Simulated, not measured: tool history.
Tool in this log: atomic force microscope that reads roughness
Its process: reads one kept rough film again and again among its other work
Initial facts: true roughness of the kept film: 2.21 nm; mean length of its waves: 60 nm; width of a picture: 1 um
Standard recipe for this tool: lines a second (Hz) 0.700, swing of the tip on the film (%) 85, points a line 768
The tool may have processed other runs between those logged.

| run | day | lines a second (Hz) | swing of the tip on the film (%) | points a line | roughness of the kept film (nm (root mean square)) |
|---|---|---|---|---|---|
| 1 | 0.000 | 0.700 | 85 | 768 | 1.945 |
| 2 | 2.308 | 0.700 | 85 | 768 | 1.969 |
| 3 | 4.662 | 0.700 | 88 | 768 | 1.948 |
| 4 | 7.158 | 0.700 | 85 | 467 | 1.966 |
| 5 | 9.633 | 0.700 | 85 | 467 | 1.948 |
| 6 | 12.125 | 0.700 | 85 | 768 | 1.944 |
| 7 | 13.938 | 0.700 | 74 | 768 | 2.023 |
| 8 | 15.150 | 0.700 | 74 | 768 | 2.089 |
| 9 | 16.279 | 0.700 | 85 | 768 | 1.953 |
| 10 | 18.604 | 0.700 | 85 | 768 | 1.957 |
| 11 | 20.729 | 0.700 | 58 | 768 | 2.077 |
| 12 | 22.892 | 0.700 | 85 | 768 | 1.942 |
| 13 | 25.479 | 0.903 | 84 | 768 | 1.908 |
| 14 | 26.875 | 0.677 | 85 | 768 | 1.991 |
| 15 | 28.250 | 0.677 | 85 | 768 | 1.904 |
| 16 | 29.500 | 2.723 | 57 | 535 | 1.995 |
| 17 | 32.262 | 1.111 | 85 | 535 | 1.892 |
| 18 | 34.079 | 0.700 | 85 | 727 | 2.000 |
| 19 | 36.292 | 0.700 | 85 | 727 | 1.983 |
| 20 | 37.717 | 1.260 | 68 | 459 | 1.960 |
| 21 | 39.983 | 0.700 | 85 | 602 | 1.935 |
| 22 | 42.267 | 0.591 | 71 | 539 | 2.015 |
| 23 | 43.746 | 0.591 | 71 | 539 | 2.040 |

Taken out of this log: 21 entries between the listed runs. Where each belongs, and how the hidden state differs across it:
After run 1, before run 2: new tip fitted (day 1.421)
  radius of the tip, nm: 19.7 -> 16.9; height scale over the true one, %: 0.17 -> 0.19
  measured minus no-state result, roughness of the kept film (nm (root mean square)): -0.056 -> -0.042
After run 2, before run 3: new tip fitted (day 3.829)
  radius of the tip, nm: 16.9 -> 15.6; height scale over the true one, %: 0.19 -> 0.2
  measured minus no-state result, roughness of the kept film (nm (root mean square)): -0.042 -> -0.037
After run 3, before run 4: new tip fitted (day 6.171)
  radius of the tip, nm: 15.6 -> 17.5; height scale over the true one, %: 0.2 -> 0.22
  measured minus no-state result, roughness of the kept film (nm (root mean square)): -0.037 -> -0.045
After run 4, before run 5: new tip fitted (day 8.342)
  radius of the tip, nm: 17.5 -> 21.6; height scale over the true one, %: 0.22 -> 0.24
  measured minus no-state result, roughness of the kept film (nm (root mean square)): -0.045 -> -0.063
After run 5, before run 6: new tip fitted (day 10.567)
  radius of the tip, nm: 21.6 -> 23.4; height scale over the true one, %: 0.24 -> 0.25
  measured minus no-state result, roughness of the kept film (nm (root mean square)): -0.063 -> -0.071
After run 6, before run 7: new tip fitted (day 12.838)
  radius of the tip, nm: 23.4 -> 19.6; height scale over the true one, %: 0.25 -> 0.27
  measured minus no-state result, roughness of the kept film (nm (root mean square)): -0.071 -> -0.055
After run 7, before run 8: new tip fitted (day 15.021)
  radius of the tip, nm: 19.6 -> 8.6; height scale over the true one, %: 0.27 -> 0.28
  measured minus no-state result, roughness of the kept film (nm (root mean square)): -0.055 -> -0.002
After run 9, before run 10: new tip fitted (day 17.275)
  radius of the tip, nm: 20.9 -> 20.3; height scale over the true one, %: 0.29 -> 0.3
  measured minus no-state result, roughness of the kept film (nm (root mean square)): -0.059 -> -0.056
After run 10, before run 11: new tip fitted (day 19.442)
  radius of the tip, nm: 20.3 -> 20.7; height scale over the true one, %: 0.3 -> 0.32
  measured minus no-state result, roughness of the kept film (nm (root mean square)): -0.056 -> -0.061
After run 11, before run 12: new tip fitted (day 21.642)
  radius of the tip, nm: 20.7 -> 20.3; height scale over the true one, %: 0.32 -> 0.33
  measured minus no-state result, roughness of the kept film (nm (root mean square)): -0.061 -> -0.055
After run 12, before run 13: new tip fitted (day 23.921)
  radius of the tip, nm: 20.3 -> 24; height scale over the true one, %: 0.33 -> 0.35
  measured minus no-state result, roughness of the kept film (nm (root mean square)): -0.055 -> -0.070
After run 13, before run 14: new tip fitted (day 26.125)
  radius of the tip, nm: 24 -> 15.6; height scale over the true one, %: 0.35 -> 0.36
  measured minus no-state result, roughness of the kept film (nm (root mean square)): -0.070 -> -0.034
After run 15, before run 16: new tip fitted (day 28.517)
  radius of the tip, nm: 31.8 -> 17.1; height scale over the true one, %: 0.37 -> 0.38
  measured minus no-state result, roughness of the kept film (nm (root mean square)): -0.105 -> -0.040
After run 16, before run 17: height scale calibrated on a step standard (day 29.688); new tip fitted (day 30.896)
  radius of the tip, nm: 17.1 -> 21.3; height scale over the true one, %: 0.38 -> 0.66
  measured minus no-state result, roughness of the kept film (nm (root mean square)): -0.040 -> -0.052
After run 17, before run 18: new tip fitted (day 33.275)
  radius of the tip, nm: 21.3 -> 16.2; height scale over the true one, %: 0.66 -> 0.67
  measured minus no-state result, roughness of the kept film (nm (root mean square)): -0.052 -> -0.030
After run 18, before run 19: new tip fitted (day 35.608)
  radius of the tip, nm: 16.2 -> 15.6; height scale over the true one, %: 0.67 -> 0.69
  measured minus no-state result, roughness of the kept film (nm (root mean square)): -0.030 -> -0.027
After run 20, before run 21: new tip fitted (day 37.917)
  radius of the tip, nm: 29.6 -> 28.3; height scale over the true one, %: 0.7 -> 0.71
  measured minus no-state result, roughness of the kept film (nm (root mean square)): -0.091 -> -0.084
After run 21, before run 22: new tip fitted (day 40.162)
  radius of the tip, nm: 28.3 -> 28.5; height scale over the true one, %: 0.71 -> 0.73
  measured minus no-state result, roughness of the kept film (nm (root mean square)): -0.084 -> -0.088
After run 22, before run 23: new tip fitted (day 42.517); height scale calibrated on a step standard, once more (day 43.467)
  radius of the tip, nm: 28.5 -> 19.4; height scale over the true one, %: 0.73 -> 0.04
  measured minus no-state result, roughness of the kept film (nm (root mean square)): -0.088 -> -0.059
